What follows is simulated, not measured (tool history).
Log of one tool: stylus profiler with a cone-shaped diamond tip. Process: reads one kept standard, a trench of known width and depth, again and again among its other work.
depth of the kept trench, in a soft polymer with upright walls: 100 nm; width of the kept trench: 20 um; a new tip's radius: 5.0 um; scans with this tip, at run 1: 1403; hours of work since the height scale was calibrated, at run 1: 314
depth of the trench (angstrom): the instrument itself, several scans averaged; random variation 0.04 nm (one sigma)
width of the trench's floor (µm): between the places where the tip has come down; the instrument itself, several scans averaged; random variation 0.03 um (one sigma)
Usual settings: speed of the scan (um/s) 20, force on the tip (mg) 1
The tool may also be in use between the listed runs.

run	hour	speed of the scan (um/s)	force on the tip (mg)	scans with this tip	hours of work since the height scale was calibrated	depth of the trench (angstrom)	width of the trench's floor (µm)
1	0	20	1	1403	314	1010.4	17.79
2	18.6	30	1	1458	326	1010.4	17.67
3	43.5	20	1	1530	342	1010.6	17.75
4	80.6	20	1	1639	366	1010.7	17.75
5	105.8	20	1	1712	383	1011.2	17.76
6	142.5	20	1	1819	407	1010.7	17.69
7	171.7	20	1	1905	426	1011.6	17.7
8	208.2	20	1	2012	450	1010.9	17.75
9	231.5	20	1	2080	465	1011.1	17.67
10	249.4	23	1.2	2132	476	1012.3	17.68
11	282	49	2.72	2227	498	1019.8	17.63
12	309.7	49	2.72	2308	516	1019.2	17.62
13	337.2	60	1	2389	534	1011	17.35
14	374.2	25	1.18	2497	558	1012.5	17.63
15	402.7	73	2.67	2580	577	1019.7	17.43

4 ways to go on from here, each from the tool as it stands after run 15. What would each give?
A	433.1	44	1.6	2669	596	?	?
B	433.1	14	2.26	2669	596	?	?
C	433.1	12	0.74	2669	596	?	?
D	433.1	47	1	2669	596	?	?

run	depth of the trench (angstrom)	width of the trench's floor (µm)
A	1014.6	17.55
B	1018.4	17.79
C	1009.1	17.7
D	1012.4	17.46
Without the tool's hidden state the same runs would have given:
run	depth of the trench (angstrom)	width of the trench's floor (µm)
A	1011.9	17.7
B	1015.6	17.94
C	1006.4	17.85
D	1009.7	17.61

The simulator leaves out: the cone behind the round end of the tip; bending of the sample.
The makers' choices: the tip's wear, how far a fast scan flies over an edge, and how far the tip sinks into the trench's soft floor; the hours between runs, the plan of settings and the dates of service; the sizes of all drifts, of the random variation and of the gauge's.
